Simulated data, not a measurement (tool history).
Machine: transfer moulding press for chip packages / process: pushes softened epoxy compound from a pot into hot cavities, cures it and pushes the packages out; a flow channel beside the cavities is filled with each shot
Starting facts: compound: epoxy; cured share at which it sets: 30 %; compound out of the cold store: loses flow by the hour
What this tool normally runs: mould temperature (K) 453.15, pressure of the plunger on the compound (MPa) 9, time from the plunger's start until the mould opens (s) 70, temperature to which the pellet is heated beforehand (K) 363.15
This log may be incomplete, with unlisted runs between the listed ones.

run,hour,mould temperature (K),pressure of the plunger on the compound (MPa),time from the plunger's start until the mould opens (s),temperature to which the pellet is heated beforehand (K),incoming compound's hours out of the cold store,length that the compound runs in the flow channel (mm),greatest force on the pins that push the packages out (N)
1,0,453.15,9,70,363.15,14,647,664
# hour 14.9: cavities cleaned with cleaning compound and waxed
2,41.4,453.15,9,70,363.15,47.8,547,528
3,98.5,453.15,9,70,363.15,45.4,540,651
# hour 105.8: cavities cleaned with cleaning compound and waxed
4,165.7,453.15,9,70,364.15,15.8,614,677
# hour 196: cavities cleaned with cleaning compound and waxed
# hour 236.8: mould's thermocouples calibrated
5,236.8,453.15,9,70,363.15,32,564,615
# hour 289.3: cavities cleaned with cleaning compound and waxed
6,289.3,453.15,9,70,363.15,14.3,594,418
# hour 309.1: plunger's sealing rings changed
7,371.2,453.15,9,102,363.15,39.5,586,519
# hour 386.5: cavities cleaned with cleaning compound and waxed
8,455.6,453.15,7.5,102,363.15,41.2,512,518
# hour 479.9: cavities cleaned with cleaning compound and waxed
# hour 536: mould's thermocouples calibrated, once more
9,537.3,453.15,7.5,102,363.15,11.7,580,506
# hour 572.7: cavities cleaned with cleaning compound and waxed
10,604.9,453.15,9,62,363.15,11.4,628,766
11,643.6,453.15,9,62,363.15,15.8,617,812
# hour 665.7: cavities cleaned with cleaning compound and waxed
12,701.2,453.15,9,62,363.15,17.4,600,780
# hour 737.1: plunger's sealing rings changed
# hour 764.5: cavities cleaned with cleaning compound and waxed
13,765.6,453.15,9,70,363.15,9.2,678,436
14,847.7,453.15,9,70,362.15,38.7,586,667
# hour 857.4: cavities cleaned with cleaning compound and waxed
15,898.2,447.15,10.22,92,360.15,30.1,650,544
# hour 947: cavities cleaned with cleaning compound and waxed
16,955,453.15,9.37,67,363.15,10.3,646,526
17,1002.8,448.15,7.08,70,363.15,18.9,549,906
# hour 1039.4: cavities cleaned with cleaning compound and waxed
18,1074.4,448.15,7.08,70,372.15,22.4,531,795
# hour 1118.1: mould's thermocouples calibrated
# hour 1131.6: cavities cleaned with cleaning compound and waxed
19,1136.4,448.15,7.08,97,372.15,32.3,509,362
# hour 1167.5: plunger's sealing rings changed
20,1194.7,447.15,9,97,361.15,42.5,613,542
# hour 1226.5: cavities cleaned with cleaning compound and waxed
21,1275.5,447.15,9,97,361.15,29.1,628,531
# hour 1320.2: cavities cleaned with cleaning compound and waxed
22,1330.1,447.15,9,97,365.15,29.9,604,394
23,1384.9,451.15,10.99,105,367.15,36.8,632,496
# hour 1412.5: cavities cleaned with cleaning compound and waxed
24,1465.2,451.15,10.99,105,367.15,33.1,630,494
# hour 1502.8: cavities cleaned with cleaning compound and waxed
25,1538.2,451.15,10.99,105,367.15,15.6,674,468
# hour 1595.4: plunger's sealing rings changed
# hour 1596.9: cavities cleaned with cleaning compound and waxed
26,1622.8,454.15,9,72,363.15,8.9,673,564

Forecast each of these 4 alternatives for the next run:
A,1678.8,456.15,7.39,70,363.15,36.4,?,?
B,1678.8,454.15,9,72,361.15,30.4,?,?
C,1678.8,453.15,9,102,363.15,47.8,?,?
D,1678.8,446.15,9,72,361.15,37.6,?,?

run,length that the compound runs in the flow channel (mm),greatest force on the pins that push the packages out (N)
A,525,599
B,593,625
C,563,526
D,607,902
With no hidden state in the tool, these same runs would have given:
run,length that the compound runs in the flow channel (mm),greatest force on the pins that push the packages out (N)
A,535,359
B,604,372
C,573,318
D,618,531
